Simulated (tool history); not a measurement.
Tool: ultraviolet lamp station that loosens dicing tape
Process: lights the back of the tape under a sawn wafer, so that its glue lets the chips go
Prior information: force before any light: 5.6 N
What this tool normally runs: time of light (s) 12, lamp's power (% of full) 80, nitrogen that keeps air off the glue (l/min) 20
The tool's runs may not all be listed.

run      day  time of light (s)  lamp's power (% of full)  nitrogen that keeps air off the glue (l/min)  force that peels the tape off (N)  light that reached the tape (mJ/cm²)
  1    0.000                 12                        80                                            20                              1.405                                   386
       1.446  -- window cleaned of glue's vapour
  2    3.054                 12                        80                                            20                              1.419                                   390
  3    6.096                 14                        80                                            20                              1.206                                   454
  4    9.054                 14                        80                                            20                              1.206                                   443
  5   10.842                 14                        80                                            20                              1.210                                   436
      11.196  -- lamp changed
  6   14.417                 13                        80                                            20                              0.741                                   616
  7   18.321                 13                        80                                            20                              0.755                                   607
  8   21.517                 13                        80                                            20                              0.756                                   598
  9   24.538                 12                        80                                            22                              0.880                                   536
 10   27.542                 12                        80                                            22                              0.858                                   533
 11   29.917                 10                        80                                            20                              1.203                                   439
 12   32.854                 12                        80                                            39                              0.737                                   521
      33.679  -- window cleaned of glue's vapour
 13   35.446                 12                        80                                            39                              0.727                                   530
 14   38.646                 12                        80                                            20                              0.959                                   524
 15   40.775                 12                        80                                            20                              0.960                                   520
 16   42.929                 12                        80                                            20                              1.014                                   515
 17   46.700                  7                        80                                            20                              1.911                                   293
 18   50.050                  7                        80                                            20                              1.966                                   290
 19   52.808                 12                        80                                            20                              1.041                                   488
 20   54.529                 12                        80                                            20                              1.109                                   480
 21   57.696                 12                        80                                            20                              1.153                                   468
 22   61.658                 12                        80                                            20                              1.156                                   463
 23   65.079                 12                        80                                             8                              1.703                                   454
      65.888  -- window cleaned of glue's vapour
 24   67.492                 12                        80                                            31                              0.941                                   473
 25   70.467                 16                        80                                             9                              1.024                                   623
 26   74.083                 12                        76                                             6                              1.942                                   431
 27   77.000                 12                        80                                            35                              0.957                                   448
 28   80.175                 23                        84                                            20                              0.407                                   882
 29   82.992                 21                        88                                            13                              0.519                                   828
 30   86.071                  9                        88                                            13                              1.883                                   348
 31   88.179                 22                        72                                            20                              0.596                                   693
 32   91.308                  8                        70                                            20                              2.421                                   240
 33   94.129                 14                        74                                            39                              0.991                                   430
 34   95.988                 19                        60                                            22                              1.083                                   469
      98.075  -- window cleaned of glue's vapour
 35   98.075                 19                        60                                            22                              1.035                                   491
 36  101.325                  8                        65                                            12                              2.899                                   218
 37  104.112                 17                        82                                            20                              0.820                                   567
 38  107.425                 10                        80                                            20                              1.810                                   316
 39  110.842                 12                        75                                            18                              1.708                                   348
 40  114.054                  6                        68                                             9                              3.612                                   156
     117.838  -- lamp changed
 41  118.183                  6                        68                                             9                              2.903                                   237
 42  120.575                  6                        68                                             9                              2.857                                   233
 43  123.858                  7                        66                                            36                              1.957                                   263
 44  127.733                 10                        80                                            20                              1.248                                   445

3 ways to go on from here, each from the tool as it stands after run 44. What would each give?
     130.425  -- window cleaned of glue's vapour
  A  131.183                 10                        80                                            18                                  ?                                     ?
     130.425  -- window cleaned of glue's vapour
  B  131.183                  9                        96                                            10                                  ?                                     ?
     130.425  -- window cleaned of glue's vapour
  C  131.183                 13                        74                                            20                                  ?                                     ?

run  force that peels the tape off (N)  light that reached the tape (mJ/cm²)
  A                              1.143                                   463
  B                              1.363                                   498
  C                              0.862                                   551
What these runs would have given with no unlogged condition in the tool:
run  force that peels the tape off (N)  light that reached the tape (mJ/cm²)
  A                              1.035                                   496
  B                              1.244                                   534
  C                              0.771                                   590

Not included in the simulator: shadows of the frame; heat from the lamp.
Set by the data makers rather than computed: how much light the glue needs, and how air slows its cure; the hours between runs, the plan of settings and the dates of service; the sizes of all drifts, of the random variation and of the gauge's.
